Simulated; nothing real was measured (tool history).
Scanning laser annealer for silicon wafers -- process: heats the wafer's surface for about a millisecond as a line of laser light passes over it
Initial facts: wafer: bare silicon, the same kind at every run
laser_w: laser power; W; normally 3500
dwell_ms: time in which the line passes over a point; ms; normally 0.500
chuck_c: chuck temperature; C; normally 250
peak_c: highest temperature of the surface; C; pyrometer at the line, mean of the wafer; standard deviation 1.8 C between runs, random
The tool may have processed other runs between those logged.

{"run": 1, "day": 0.0, "laser_w": 3500, "dwell_ms": 0.5, "chuck_c": 250, "peak_c": 987}
{"run": 2, "day": 0.471, "laser_w": 3500, "dwell_ms": 0.5, "chuck_c": 250, "peak_c": 988}
{"run": 3, "day": 1.2, "laser_w": 3500, "dwell_ms": 0.5, "chuck_c": 250, "peak_c": 989}
{"run": 4, "day": 1.829, "laser_w": 3500, "dwell_ms": 0.5, "chuck_c": 250, "peak_c": 982}
{"run": 5, "day": 2.425, "laser_w": 3500, "dwell_ms": 0.5, "chuck_c": 250, "peak_c": 985}
{"run": 6, "day": 2.862, "laser_w": 3500, "dwell_ms": 0.5, "chuck_c": 250, "peak_c": 985}
{"run": 7, "day": 3.554, "laser_w": 3500, "dwell_ms": 0.5, "chuck_c": 250, "peak_c": 986}
{"run": 8, "day": 4.267, "laser_w": 3500, "dwell_ms": 0.5, "chuck_c": 250, "peak_c": 985}
{"run": 9, "day": 4.654, "laser_w": 3184, "dwell_ms": 0.362, "chuck_c": 250, "peak_c": 806}
{"run": 10, "day": 5.054, "laser_w": 3700, "dwell_ms": 0.4, "chuck_c": 224, "peak_c": 911}
{"run": 11, "day": 5.708, "laser_w": 3042, "dwell_ms": 0.525, "chuck_c": 257, "peak_c": 913}

Run 12 is up next; what results do you expect?
{"run": 12, "day": 6.242, "laser_w": 3545, "dwell_ms": 0.525, "chuck_c": 257, "peak_c": "?"}

Run 12 gave peak_c 1024 C.
Had the tool carried no hidden state, the very same run would have given peak_c 1025 C.
